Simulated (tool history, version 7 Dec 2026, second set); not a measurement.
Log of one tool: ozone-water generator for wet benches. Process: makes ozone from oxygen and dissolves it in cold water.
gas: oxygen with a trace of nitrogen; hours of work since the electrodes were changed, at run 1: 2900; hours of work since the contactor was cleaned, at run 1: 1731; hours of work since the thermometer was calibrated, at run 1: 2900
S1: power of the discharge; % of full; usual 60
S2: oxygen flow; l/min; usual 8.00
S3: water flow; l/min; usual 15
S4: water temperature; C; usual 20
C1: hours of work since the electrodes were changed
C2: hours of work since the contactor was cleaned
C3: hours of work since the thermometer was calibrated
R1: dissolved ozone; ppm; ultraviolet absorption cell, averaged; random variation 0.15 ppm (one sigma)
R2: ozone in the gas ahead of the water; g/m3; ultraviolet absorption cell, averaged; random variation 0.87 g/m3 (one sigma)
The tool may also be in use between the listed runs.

Run 1, hour 0.0: usual settings; C1 2900; C2 1731; C3 2900. Result: R1 15.6 ppm, R2 117.5 g/m3.
Run 2, hour 87.6: usual settings; C1 2969; C2 1799; C3 2969. Result: R1 15.1 ppm, R2 118.6 g/m3.
Run 3, hour 181.3: usual settings; C1 3041; C2 1872; C3 3041. Result: R1 15.1 ppm, R2 117.8 g/m3.
Run 4, hour 357.0: usual settings but S3 17 l/min; C1 3178; C2 2009; C3 3178. Result: R1 13.4 ppm, R2 116.3 g/m3.
At hour 461.5: contactor cleaned.
Run 5, hour 461.5: usual settings but S1 76 % of full, S3 17 l/min; C1 3257; C2 0; C3 3257. Result: R1 15.9 ppm, R2 130.7 g/m3.
Run 6, hour 623.5: usual settings but S1 76 % of full, S3 17 l/min; C1 3383; C2 126; C3 3383. Result: R1 15.8 ppm, R2 129.5 g/m3.
Run 7, hour 700.6: usual settings but S2 4.16 l/min; C1 3443; C2 186; C3 3443. Result: R1 15.6 ppm, R2 158.7 g/m3.
Run 8, hour 869.5: usual settings but S4 28 C; C1 3574; C2 318; C3 3574. Result: R1 12.6 ppm, R2 112.9 g/m3.
Run 9, hour 1003.5: usual settings but S2 4.89 l/min, S4 28 C; C1 3679; C2 422; C3 3679. Result: R1 13.2 ppm, R2 145.8 g/m3.
Run 10, hour 1112.7: usual settings but S2 4.89 l/min, S4 28 C; C1 3764; C2 507; C3 3764. Result: R1 13.5 ppm, R2 143.9 g/m3.
Run 11, hour 1244.7: usual settings but S2 13.29 l/min; C1 3866; C2 610; C3 3866. Result: R1 13.2 ppm, R2 86.2 g/m3.
At hour 1252.7: water thermometer calibrated.
Run 12, hour 1390.2: usual settings but S2 13.29 l/min; C1 3979; C2 723; C3 107. Result: R1 12.7 ppm, R2 84.9 g/m3.
Run 13, hour 1499.2: usual settings but S2 13.29 l/min; C1 4064; C2 808; C3 192. Result: R1 12.6 ppm, R2 85.3 g/m3.
Run 14, hour 1620.6: usual settings but S1 58 % of full; C1 4159; C2 902; C3 286. Result: R1 13.7 ppm, R2 107.7 g/m3.
At hour 1702.6: water thermometer calibrated, once more.
Run 15, hour 1717.9: usual settings but S1 58 % of full; C1 4234; C2 978; C3 12. Result: R1 14.1 ppm, R2 105.6 g/m3.
Run 16, hour 1882.4: usual settings but S1 58 % of full; C1 4362; C2 1106; C3 140. Result: R1 13.8 ppm, R2 105.6 g/m3.
Run 17, hour 1963.5: usual settings but S1 48 % of full; C1 4425; C2 1169; C3 203. Result: R1 12.7 ppm, R2 95.9 g/m3.
Run 18, hour 2073.6: usual settings but S3 14 l/min, S4 13 C; C1 4511; C2 1254; C3 289. Result: R1 16.8 ppm, R2 106.8 g/m3.
Run 19, hour 2217.8: usual settings but S1 43 % of full, S2 7.15 l/min; C1 4623; C2 1367; C3 401. Result: R1 11.7 ppm, R2 96.5 g/m3.
Run 20, hour 2302.0: usual settings but S1 74 % of full, S2 7.15 l/min, S3 13 l/min; C1 4689; C2 1432; C3 467. Result: R1 16.8 ppm, R2 120.5 g/m3.
Run 21, hour 2435.5: usual settings but S1 96 % of full, S2 7.15 l/min, S3 19 l/min; C1 4793; C2 1536; C3 571. Result: R1 14.4 ppm, R2 134.4 g/m3.
Run 22, hour 2519.9: usual settings but S1 96 % of full, S2 7.15 l/min, S3 19 l/min; C1 4859; C2 1602; C3 636. Result: R1 14.3 ppm, R2 134.4 g/m3.
Run 23, hour 2607.3: usual settings but S1 42 % of full, S2 9.61 l/min, S3 16 l/min; C1 4927; C2 1670; C3 704. Result: R1 10.4 ppm, R2 80.3 g/m3.
Run 24, hour 2695.6: usual settings but S1 42 % of full, S2 9.61 l/min, S3 16 l/min; C1 4995; C2 1739; C3 773. Result: R1 10.7 ppm, R2 80.3 g/m3.
Run 25, hour 2830.1: usual settings but S1 42 % of full, S2 9.61 l/min, S3 16 l/min; C1 5100; C2 1843; C3 878. Result: R1 10.4 ppm, R2 78.9 g/m3.
At hour 2883.1: electrodes of the discharge changed.
Run 26, hour 2941.8: usual settings but S1 41 % of full, S2 11.04 l/min, S3 22 l/min, S4 23 C; C1 46; C2 1926; C3 960. Result: R1 10.0 ppm, R2 95.4 g/m3.
Run 27, hour 3123.9: usual settings but S3 11 l/min, S4 19 C; C1 188; C2 2068; C3 1102. Result: R1 21.9 ppm, R2 139.1 g/m3.
At hour 3143.8: contactor cleaned.
Run 28, hour 3255.9: usual settings but S3 11 l/min, S4 19 C; C1 287; C2 87; C3 1202. Result: R1 22.7 ppm, R2 140.1 g/m3.
Run 29, hour 3336.0: usual settings but S2 5.38 l/min, S3 11 l/min, S4 19 C; C1 349; C2 150; C3 1264. Result: R1 24.0 ppm, R2 169.4 g/m3.
Run 30, hour 3469.7: usual settings but S1 71 % of full, S2 13.86 l/min, S3 17 l/min, S4 21 C; C1 454; C2 254; C3 1368. Result: R1 16.5 ppm, R2 115.8 g/m3.
Run 31, hour 3553.6: usual settings but S1 43 % of full, S2 13.86 l/min, S4 21 C; C1 519; C2 319; C3 1433. Result: R1 13.0 ppm, R2 85.0 g/m3.
Run 32, hour 3712.1: usual settings but S1 57 % of full, S2 10.20 l/min, S3 10 l/min, S4 13 C; C1 642; C2 443; C3 1557. Result: R1 24.6 ppm, R2 118.0 g/m3.
Run 33, hour 3808.7: usual settings but S2 12.04 l/min, S3 13 l/min; C1 718; C2 518; C3 1632. Result: R1 17.9 ppm, R2 109.9 g/m3.

3 ways to go on from here, each from the tool as it stands after run 33. What would each give?
Run A, hour 3981.9: usual settings but S1 50 % of full, S2 8.52 l/min, S3 14 l/min; C1 852; C2 653; C3 1767. Result: R1 ?, R2 ?.
Run B, hour 3981.9: usual settings but S1 75 % of full; C1 852; C2 653; C3 1767. Result: R1 ?, R2 ?.
Run C, hour 3981.9: usual settings but S2 5.34 l/min, S3 20 l/min; C1 852; C2 653; C3 1767. Result: R1 ?, R2 ?.

run    R1     R2
  A  16.3  117.5
  B  20.2  155.0
  C  14.7  166.5
Without the tool's hidden state the same runs would have given:
run    R1     R2
  A  17.4  122.8
  B  21.9  164.3
  C  15.9  175.2
